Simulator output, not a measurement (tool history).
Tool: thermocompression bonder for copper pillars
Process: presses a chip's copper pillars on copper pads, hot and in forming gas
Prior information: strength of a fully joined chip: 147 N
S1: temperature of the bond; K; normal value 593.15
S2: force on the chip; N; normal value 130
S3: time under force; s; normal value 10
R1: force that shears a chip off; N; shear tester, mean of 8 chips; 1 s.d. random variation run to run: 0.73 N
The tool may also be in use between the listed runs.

{"run": 1, "hour": 0.0, "S1": 593.15, "S2": 130, "S3": 10, "R1": 48.4}
{"run": 2, "hour": 35.1, "S1": 593.15, "S2": 130, "S3": 10, "R1": 46.6}
{"run": 3, "hour": 64.1, "S1": 593.15, "S2": 130, "S3": 23, "R1": 65.9}
{"run": 4, "hour": 84.8, "S1": 593.15, "S2": 130, "S3": 23, "R1": 66}
{"run": 5, "hour": 117.8, "S1": 593.15, "S2": 130, "S3": 23, "R1": 64.8}
{"run": 6, "hour": 152.3, "S1": 593.15, "S2": 130, "S3": 11, "R1": 47}
{"run": 7, "hour": 184.4, "S1": 593.15, "S2": 130, "S3": 11, "R1": 46.7}
{"run": 8, "hour": 219.0, "S1": 593.15, "S2": 130, "S3": 11, "R1": 46.9}
{"run": 9, "hour": 242.3, "S1": 593.15, "S2": 130, "S3": 16, "R1": 53.5}
{"run": 10, "hour": 263.3, "S1": 593.15, "S2": 130, "S3": 16, "R1": 53.4}
{"run": 11, "hour": 289.2, "S1": 593.15, "S2": 130, "S3": 10, "R1": 46.7}
{"run": 12, "hour": 305.6, "S1": 593.15, "S2": 130, "S3": 10, "R1": 46.6}
{"run": 13, "hour": 338.9, "S1": 593.15, "S2": 130, "S3": 10, "R1": 46}
{"run": 14, "hour": 367.4, "S1": 593.15, "S2": 130, "S3": 10, "R1": 43.3}
{"run": 15, "hour": 401.0, "S1": 593.15, "S2": 130, "S3": 10, "R1": 44.9}
{"run": 16, "hour": 428.9, "S1": 593.15, "S2": 130, "S3": 10, "R1": 43.9}
{"run": 17, "hour": 450.3, "S1": 593.15, "S2": 130, "S3": 6, "R1": 35.2}
{"run": 18, "hour": 485.8, "S1": 593.15, "S2": 130, "S3": 6, "R1": 35.1}
{"run": 19, "hour": 507.7, "S1": 593.15, "S2": 130, "S3": 6, "R1": 34.6}
{"run": 20, "hour": 531.8, "S1": 593.15, "S2": 130, "S3": 10, "R1": 40.6}
{"run": 21, "hour": 548.6, "S1": 604.15, "S2": 101, "S3": 6, "R1": 32.7}
{"run": 22, "hour": 566.5, "S1": 591.15, "S2": 101, "S3": 15, "R1": 38.2}
{"run": 23, "hour": 600.7, "S1": 607.15, "S2": 174, "S3": 9, "R1": 63.9}
{"run": 24, "hour": 629.1, "S1": 589.15, "S2": 100, "S3": 10, "R1": 31.7}
{"run": 25, "hour": 645.4, "S1": 622.15, "S2": 162, "S3": 7, "R1": 66.7}
{"run": 26, "hour": 668.5, "S1": 622.15, "S2": 162, "S3": 7, "R1": 64}
{"run": 27, "hour": 693.6, "S1": 606.15, "S2": 117, "S3": 7, "R1": 40.8}
{"run": 28, "hour": 730.4, "S1": 593.15, "S2": 130, "S3": 21, "R1": 66.5}
{"run": 29, "hour": 756.4, "S1": 599.15, "S2": 161, "S3": 15, "R1": 71.9}
{"run": 30, "hour": 774.7, "S1": 599.15, "S2": 161, "S3": 15, "R1": 71.3}
{"run": 31, "hour": 792.3, "S1": 599.15, "S2": 161, "S3": 15, "R1": 71.3}
{"run": 32, "hour": 812.6, "S1": 599.15, "S2": 110, "S3": 11, "R1": 48}
{"run": 33, "hour": 847.9, "S1": 599.15, "S2": 110, "S3": 11, "R1": 47.7}
{"run": 34, "hour": 864.1, "S1": 599.15, "S2": 110, "S3": 11, "R1": 47.4}
{"run": 35, "hour": 891.0, "S1": 571.15, "S2": 110, "S3": 12, "R1": 31}
{"run": 36, "hour": 906.6, "S1": 571.15, "S2": 110, "S3": 12, "R1": 30.4}
{"run": 37, "hour": 927.7, "S1": 608.15, "S2": 138, "S3": 12, "R1": 64.3}
{"run": 38, "hour": 958.0, "S1": 567.15, "S2": 101, "S3": 29, "R1": 41.2}
{"run": 39, "hour": 979.7, "S1": 567.15, "S2": 101, "S3": 29, "R1": 41.3}

Not shown here: 4 entries made in the log between runs. Locate each between two listed runs and compare the hidden state at the listed run before it with the hidden state at the listed run after it:
After run 10, before run 11: forming gas filter changed (hour 265.7)
  true temperature of the bond over the reading, C: -6.5 -> -6.8; force that reaches the chip, % of what is set: 96.9 -> 96.8; oxide that the forming gas leaves, % of the face: 7.53 -> 1.05
  measured less the result without the state, R1: -10.8 -> -6.5 N
After run 22, before run 23: forming gas filter changed (hour 599.4)
  true temperature of the bond over the reading, C: -10 -> -10.4; force that reaches the chip, % of what is set: 95.9 -> 95.8; oxide that the forming gas leaves, % of the face: 7.01 -> 0.67
  measured less the result without the state, R1: -11.1 -> -11 N
After run 27, before run 28: heater calibrated with a thermocouple chip (hour 725.8)
  true temperature of the bond over the reading, C: -11.4 -> 0.1; force that reaches the chip, % of what is set: 95.5 -> 95.4; oxide that the forming gas leaves, % of the face: 2.68 -> 3.5
  measured less the result without the state, R1: -10.2 -> -4.2 N
After run 37, before run 38: forming gas filter changed (hour 934.2)
  true temperature of the bond over the reading, C: -2.1 -> -2.4; force that reaches the chip, % of what is set: 94.7 -> 94.6; oxide that the forming gas leaves, % of the face: 7.78 -> 1.24
  measured less the result without the state, R1: -9.4 -> -3.9 N
